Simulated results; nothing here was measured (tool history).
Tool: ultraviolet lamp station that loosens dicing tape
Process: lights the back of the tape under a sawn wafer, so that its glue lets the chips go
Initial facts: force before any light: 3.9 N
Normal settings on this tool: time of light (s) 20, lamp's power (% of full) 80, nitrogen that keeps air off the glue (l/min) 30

| run | hour | time of light (s) | lamp's power (% of full) | nitrogen that keeps air off the glue (l/min) | force that peels the tape off (N) | light that reached the tape (J/m2) |
|---|---|---|---|---|---|---|
| 1 | 0 | 20 | 80 | 30 | 0.467 | 3050 |
| 2 | 14.4 | 20 | 81 | 30 | 0.45 | 3100 |
| 3 | 22.5 | 20 | 81 | 30 | 0.448 | 3040 |
| 4 | 37.9 | 20 | 81 | 30 | 0.459 | 2960 |
| 5 | 45.2 | 20 | 81 | 30 | 0.479 | 3030 |
| 6 | 53 | 20 | 81 | 30 | 0.439 | 2960 |
| 7 | 68.2 | 27 | 81 | 19 | 0.394 | 3930 |
| 8 | 79.3 | 28 | 87 | 11 | 0.478 | 4360 |
| 9 | 92.5 | 28 | 87 | 11 | 0.512 | 4340 |
| 10 | 104.6 | 28 | 87 | 11 | 0.496 | 4340 |
| 11 | 115.9 | 26 | 80 | 29 | 0.339 | 3680 |
| 12 | 131.3 | 26 | 67 | 21 | 0.574 | 3040 |

For some of the steps in force that peels the tape off (N) from one run to the next: how much would appear even if the tool had no hidden state, given the settings, what came in and random variation, and how much remains for the hidden state plus any gauge scatter that the measured result and the result without hidden state don't share?
What the log doesn't record here: lamp's light, % of a new lamp's; light that the window lets through, % of a clean one's; drift of the gauge itself on peel_n, %; drift of the gauge itself on dose_mj_cm2, %.
Run 11 -> 12: lamp's power (% of full) 80 -> 67, nitrogen that keeps air off the glue (l/min) 29 -> 21. force that peels the tape off (N) +0.235: hidden state +0.09, all else +0.145.
